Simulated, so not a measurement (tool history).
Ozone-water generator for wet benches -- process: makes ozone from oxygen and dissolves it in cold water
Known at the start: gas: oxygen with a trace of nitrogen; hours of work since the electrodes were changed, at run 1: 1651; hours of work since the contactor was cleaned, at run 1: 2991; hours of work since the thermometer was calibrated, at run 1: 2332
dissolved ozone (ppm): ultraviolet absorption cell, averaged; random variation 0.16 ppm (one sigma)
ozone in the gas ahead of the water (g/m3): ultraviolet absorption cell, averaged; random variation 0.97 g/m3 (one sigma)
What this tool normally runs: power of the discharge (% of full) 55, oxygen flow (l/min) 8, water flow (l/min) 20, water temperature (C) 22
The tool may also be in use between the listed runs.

run,day,power of the discharge (% of full),oxygen flow (l/min),water flow (l/min),water temperature (C),hours of work since the electrodes were changed,hours of work since the contactor was cleaned,hours of work since the thermometer was calibrated,dissolved ozone (ppm),ozone in the gas ahead of the water (g/m3)
1,0,55,8,20,22,1651,2991,2332,20,166.5
2,3.925,55,8,20,22,1729,3069,2410,19.9,166.2
3,6.846,55,8,20,22,1788,3128,2469,20.3,167.6
4,9.612,55,8,20,22,1843,3183,2524,20.3,165.6
5,13.538,55,8,20,22,1921,3261,2602,20.3,165.3
6,18.396,55,8,20,22,2018,3358,2699,20.2,164.8
7,21.321,55,8,20,26,2077,3417,2758,18.9,165.9
8,26.829,55,8,20,26,2187,3527,2868,18.9,165
9,31.725,55,8,20,26,2285,3625,2966,18.6,164.9
10,37.875,55,8,20,26,2407,3747,3088,18.5,165
11,42.946,55,8,20,26,2509,3849,3190,18.8,165.9
12,49.079,55,8,20,26,2631,3971,3312,18.9,164.3
13,54.354,55,8,20,22,2736,4076,3417,19.8,164
14,59.221,55,8,20,22,2834,4174,3515,20.1,163.2
15,64.971,55,8,20,22,2948,4288,3629,19.9,164
16,68.146,55,8,20,22,3012,4352,3693,20.2,163.8

For run 17, what comes out?
17,73.438,55,8,20,22,3117,4457,3798,?,?

Run 17 produced dissolved ozone (ppm) 20.2, ozone in the gas ahead of the water (g/m3) 163.1.
Were there no unlogged condition in the tool, this run, its random variation unchanged, would have produced dissolved ozone (ppm) 20.2, ozone in the gas ahead of the water (g/m3) 166.2.
